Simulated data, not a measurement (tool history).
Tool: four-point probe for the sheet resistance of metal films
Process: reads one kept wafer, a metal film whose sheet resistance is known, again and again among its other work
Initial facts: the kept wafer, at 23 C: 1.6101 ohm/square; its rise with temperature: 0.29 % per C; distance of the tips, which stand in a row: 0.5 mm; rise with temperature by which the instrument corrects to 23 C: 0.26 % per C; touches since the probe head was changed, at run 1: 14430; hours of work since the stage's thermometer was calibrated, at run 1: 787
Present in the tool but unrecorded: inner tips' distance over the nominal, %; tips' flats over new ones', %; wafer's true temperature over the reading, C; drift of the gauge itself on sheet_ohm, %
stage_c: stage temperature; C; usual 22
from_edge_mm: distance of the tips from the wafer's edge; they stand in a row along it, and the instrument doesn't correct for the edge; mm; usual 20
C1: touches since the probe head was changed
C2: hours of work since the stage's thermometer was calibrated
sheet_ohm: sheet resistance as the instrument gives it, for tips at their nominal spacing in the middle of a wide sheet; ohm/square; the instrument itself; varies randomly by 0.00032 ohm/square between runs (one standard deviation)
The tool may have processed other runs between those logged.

Run 1, day 0: usual settings; C1 14430; C2 787. Result: sheet_ohm 1.607487 ohm/square.
Run 2, day 1.392: usual settings but from_edge_mm 10 mm; C1 15622; C2 802. Result: sheet_ohm 1.61024 ohm/square.
Run 3, day 3.058: usual settings but from_edge_mm 10 mm; C1 17047; C2 819. Result: sheet_ohm 1.610327 ohm/square.
Run 4, day 4.492: usual settings but from_edge_mm 10 mm; C1 18274; C2 834. Result: sheet_ohm 1.610994 ohm/square.
Run 5, day 6.446: usual settings but from_edge_mm 43 mm; C1 19945; C2 855. Result: sheet_ohm 1.609496 ohm/square.
Run 6, day 7.538: usual settings but from_edge_mm 43 mm; C1 20879; C2 867. Result: sheet_ohm 1.609389 ohm/square.
Run 7, day 8.971: usual settings; C1 22104; C2 882. Result: sheet_ohm 1.610522 ohm/square.
Run 8, day 10.846: usual settings; C1 23708; C2 901. Result: sheet_ohm 1.611026 ohm/square.
Run 9, day 12.017: usual settings; C1 24712; C2 914. Result: sheet_ohm 1.611099 ohm/square.
Run 10, day 13.317: usual settings but from_edge_mm 9 mm; C1 25825; C2 928. Result: sheet_ohm 1.614158 ohm/square.
Run 11, day 15.246: usual settings but stage_c 18 C; C1 27476; C2 948. Result: sheet_ohm 1.609986 ohm/square.
Run 12, day 17.638: usual settings but stage_c 18 C; C1 29522; C2 973. Result: sheet_ohm 1.610653 ohm/square.
Run 13, day 18.696: usual settings but stage_c 31 C, from_edge_mm 9 mm; C1 30426; C2 984. Result: sheet_ohm 1.618819 ohm/square.
Run 14, day 19.892: usual settings but from_edge_mm 32 mm; C1 31448; C2 997. Result: sheet_ohm 1.613165 ohm/square.
Run 15, day 21.658: usual settings but from_edge_mm 32 mm; C1 32962; C2 1016. Result: sheet_ohm 1.61319 ohm/square.
Run 16, day 23.538: usual settings but stage_c 34 C, from_edge_mm 4 mm; C1 34569; C2 1036. Result: sheet_ohm 1.632509 ohm/square.
Run 17, day 25.667: usual settings but stage_c 34 C, from_edge_mm 4 mm; C1 36393; C2 1058. Result: sheet_ohm 1.633125 ohm/square.
Run 18, day 28.05: usual settings but stage_c 18 C; C1 38432; C2 1083. Result: sheet_ohm 1.612873 ohm/square.
Run 19, day 30.017: usual settings but stage_c 18 C; C1 40115; C2 1104. Result: sheet_ohm 1.613757 ohm/square.
Run 20, day 31.462: usual settings but stage_c 19 C, from_edge_mm 34 mm; C1 41352; C2 1119. Result: sheet_ohm 1.614062 ohm/square.
Run 21, day 32.683: usual settings but stage_c 33 C, from_edge_mm 11 mm; C1 42394; C2 1132. Result: sheet_ohm 1.621728 ohm/square.
Run 22, day 34.371: usual settings but stage_c 33 C, from_edge_mm 11 mm; C1 43839; C2 1150. Result: sheet_ohm 1.623088 ohm/square.
Run 23, day 36.175: usual settings but stage_c 31 C, from_edge_mm 35 mm; C1 45384; C2 1169. Result: sheet_ohm 1.620721 ohm/square.

Forecast each of these 5 alternatives for the next run:
Run A, day 37.471: usual settings but from_edge_mm 68 mm; C1 46493; C2 1183. Result: sheet_ohm ?.
Run B, day 37.471: usual settings but stage_c 24 C, from_edge_mm 3 mm; C1 46493; C2 1183. Result: sheet_ohm ?.
Run C, day 37.471: usual settings but stage_c 31 C, from_edge_mm 9 mm; C1 46493; C2 1183. Result: sheet_ohm ?.
Run D, day 37.471: usual settings but stage_c 20 C, from_edge_mm 13 mm; C1 46493; C2 1183. Result: sheet_ohm ?.
Run E, day 37.471: usual settings but stage_c 25 C, from_edge_mm 5 mm; C1 46493; C2 1183. Result: sheet_ohm ?.

run  sheet_ohm
  A   1.617189
  B    1.64167
  C   1.624068
  D   1.617623
  E   1.627172
The same runs, with their run-to-run variation unchanged, on a tool lacking any hidden condition would have given:
run  sheet_ohm
  A    1.60983
  B   1.634214
  C   1.616713
  D   1.610254
  E   1.619781
